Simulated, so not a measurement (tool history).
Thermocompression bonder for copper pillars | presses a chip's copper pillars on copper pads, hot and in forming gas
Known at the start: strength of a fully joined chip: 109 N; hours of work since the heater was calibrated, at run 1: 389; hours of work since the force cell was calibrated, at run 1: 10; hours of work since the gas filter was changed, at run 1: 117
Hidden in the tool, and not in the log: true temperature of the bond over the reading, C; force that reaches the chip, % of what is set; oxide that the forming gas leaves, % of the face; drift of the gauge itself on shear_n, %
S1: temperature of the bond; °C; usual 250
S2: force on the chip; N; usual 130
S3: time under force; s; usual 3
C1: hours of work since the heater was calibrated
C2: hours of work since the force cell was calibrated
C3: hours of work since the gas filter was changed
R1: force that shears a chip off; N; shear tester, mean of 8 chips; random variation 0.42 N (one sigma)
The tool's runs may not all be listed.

| run | hour | S1 | S2 | S3 | C1 | C2 | C3 | R1 |
|---|---|---|---|---|---|---|---|---|
| 1 | 0 | 250 | 130 | 3 | 389 | 10 | 117 | 77.5 |
| 2 | 8 | 257 | 130 | 3 | 394 | 16 | 122 | 82 |
| 3 | 16.4 | 257 | 130 | 3 | 400 | 22 | 128 | 81.4 |
| 4 | 22.4 | 268 | 130 | 3 | 404 | 26 | 132 | 87.2 |
| 5 | 29.4 | 268 | 130 | 3 | 409 | 31 | 137 | 87.7 |
| 6 | 36.6 | 244 | 130 | 3 | 414 | 36 | 142 | 73.3 |
| 7 | 44 | 250 | 130 | 3 | 419 | 41 | 148 | 76.7 |
| 8 | 53.1 | 250 | 130 | 3 | 426 | 48 | 154 | 76.9 |
| 9 | 59.3 | 260 | 130 | 3 | 430 | 52 | 158 | 83 |
| 10 | 64.1 | 260 | 130 | 3 | 433 | 55 | 162 | 82.3 |
|  | 66.8 | heater calibrated with a thermocouple chip |
| 11 | 69.9 | 260 | 130 | 3 | 2 | 58 | 164 | 81.6 |
| 12 | 76 | 222 | 80 | 2 | 6 | 62 | 169 | 36.6 |
|  | 82.5 | heater calibrated with a thermocouple chip, once more |
| 13 | 86.5 | 222 | 80 | 2 | 3 | 68 | 175 | 40.1 |
| 14 | 90.3 | 238 | 88 | 7 | 5 | 71 | 177 | 76.4 |
| 15 | 99.2 | 224 | 154 | 2 | 12 | 77 | 184 | 60 |
| 16 | 103.2 | 240 | 154 | 5 | 15 | 80 | 186 | 87.3 |

Measured less the same run without the tool's hidden state. The same run-to-run variation is in both; the gauge's scatter may not be:
| run | R1 |
|---|---|
| 1 | -3.3 |
| 2 | -3.3 |
| 3 | -3.3 |
| 4 | -3.1 |
| 5 | -3.2 |
| 6 | -3.7 |
| 7 | -3.6 |
| 8 | -3.7 |
| 9 | -3.5 |
| 10 | -3.6 |
| 11 | -5 |
| 12 | -4.3 |
| 13 | -1.2 |
| 14 | -1.8 |
| 15 | -1.7 |
| 16 | -2 |
